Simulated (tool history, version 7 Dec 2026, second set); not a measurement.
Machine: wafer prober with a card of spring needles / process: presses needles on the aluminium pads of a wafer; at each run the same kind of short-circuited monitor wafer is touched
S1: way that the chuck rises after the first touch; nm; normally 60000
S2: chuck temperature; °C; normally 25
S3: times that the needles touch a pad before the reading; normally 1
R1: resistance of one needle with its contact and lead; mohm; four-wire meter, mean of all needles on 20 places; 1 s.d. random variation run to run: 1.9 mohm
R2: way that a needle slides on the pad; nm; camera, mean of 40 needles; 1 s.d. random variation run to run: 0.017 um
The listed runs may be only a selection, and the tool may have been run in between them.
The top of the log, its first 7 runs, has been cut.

| run | day | S1 | S2 | S3 | R1 | R2 |
|---|---|---|---|---|---|---|
| 8 | 2.929 | 62000 | 25 | 1 | 209 | 8540 |
|  | 3.204 | tips cleaned on abrasive film |
| 9 | 3.254 | 62000 | 25 | 1 | 206 | 8550 |
| 10 | 3.471 | 60000 | 25 | 1 | 209 | 8290 |
| 11 | 3.758 | 67000 | 25 | 1 | 212 | 9220 |
|  | 4.025 | tips cleaned on abrasive film |
| 12 | 4.271 | 60000 | 25 | 1 | 211 | 8250 |
| 13 | 4.550 | 57000 | 25 | 1 | 209 | 7850 |
|  | 4.846 | tips cleaned on abrasive film |
| 14 | 5.050 | 60000 | 84 | 1 | 224 | 8290 |
| 15 | 5.542 | 47000 | 25 | 1 | 213 | 6460 |
|  | 5.646 | tips cleaned on abrasive film |
| 16 | 6.058 | 60000 | 62 | 1 | 219 | 8270 |
|  | 6.450 | tips cleaned on abrasive film |
| 17 | 6.542 | 60000 | 25 | 1 | 210 | 8290 |
| 18 | 6.792 | 54000 | 75 | 1 | 222 | 7450 |
| 19 | 7.067 | 48000 | 75 | 1 | 225 | 6610 |
|  | 7.246 | tips cleaned on abrasive film |
| 20 | 7.396 | 61000 | 25 | 1 | 211 | 8420 |
| 21 | 7.883 | 61000 | 25 | 1 | 210 | 8400 |
|  | 8.033 | tips cleaned on abrasive film |
| 22 | 8.329 | 72000 | 25 | 3 | 207 | 9930 |
| 23 | 8.571 | 60000 | 115 | 1 | 232 | 8270 |
|  | 8.817 | tips cleaned on abrasive film |
| 24 | 8.833 | 80000 | 68 | 2 | 218 | 10990 |
| 25 | 9.225 | 80000 | 68 | 2 | 216 | 11040 |
|  | 9.642 | tips cleaned on abrasive film |
| 26 | 9.667 | 50000 | 62 | 2 | 220 | 6870 |
| 27 | 9.933 | 50000 | 95 | 2 | 227 | 6890 |
| 28 | 10.400 | 79000 | 64 | 1 | 213 | 10870 |
|  | 10.450 | tips cleaned on abrasive film |
| 29 | 10.708 | 45000 | 34 | 1 | 211 | 6220 |

For run 30, what comes out?
| 30 | 11.129 | 59000 | 25 | 1 | ? | ? |

R1: 210 mohm
R2: 8140 nm
Without the tool's hidden state the same run would have given R1 210 mohm, R2 8140 nm.
